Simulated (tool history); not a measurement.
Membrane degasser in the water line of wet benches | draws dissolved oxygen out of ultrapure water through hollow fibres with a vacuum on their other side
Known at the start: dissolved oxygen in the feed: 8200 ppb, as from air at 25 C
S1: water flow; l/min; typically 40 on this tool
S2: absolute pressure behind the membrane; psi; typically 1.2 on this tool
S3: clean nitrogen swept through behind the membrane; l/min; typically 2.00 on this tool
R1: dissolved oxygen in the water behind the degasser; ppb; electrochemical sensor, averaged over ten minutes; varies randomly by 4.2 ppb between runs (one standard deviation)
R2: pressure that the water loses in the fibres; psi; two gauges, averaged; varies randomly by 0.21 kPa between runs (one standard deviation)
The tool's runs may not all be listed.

run 1 day=0.000 | S1=40 S2=1.2 S3=2.00 | R1=443.8 R2=7.079
run 2 day=14.167 | S1=40 S2=1.2 S3=1.14 | R1=569.5 R2=7.139
run 3 day=29.471 | S1=40 S2=1.2 S3=1.14 | R1=586.3 R2=7.113
run 4 day=39.350 | S1=40 S2=1.2 S3=2.00 | R1=457.3 R2=7.172
run 5 day=50.679 | S1=44 S2=1.2 S3=2.00 | R1=512.9 R2=7.828
run 6 day=58.754 | S1=44 S2=1.2 S3=2.00 | R1=516.0 R2=7.871
run 7 day=67.058 | S1=44 S2=1.2 S3=2.00 | R1=509.1 R2=7.897
-- day=70.950 vacuum gauge calibrated
run 8 day=73.904 | S1=44 S2=1.2 S3=3.28 | R1=423.7 R2=7.922
run 9 day=83.754 | S1=44 S2=1.2 S3=3.28 | R1=430.2 R2=7.948
run 10 day=95.879 | S1=32 S2=1.2 S3=2.00 | R1=338.3 R2=5.725
run 11 day=110.654 | S1=32 S2=1.2 S3=2.00 | R1=334.7 R2=5.784
run 12 day=126.158 | S1=32 S2=1.2 S3=2.00 | R1=338.4 R2=5.839

What does the tool deliver on the next run?
run 13 day=137.854 | S1=57 S2=1.2 S3=3.81 | R1=? R2=?

R1: 594.3 ppb
R2: 10.382 psi
Take away the tool's hidden state, keep the run-to-run variation as it was, and the same run would have given R1 535.7 ppb, R2 9.908 psi.
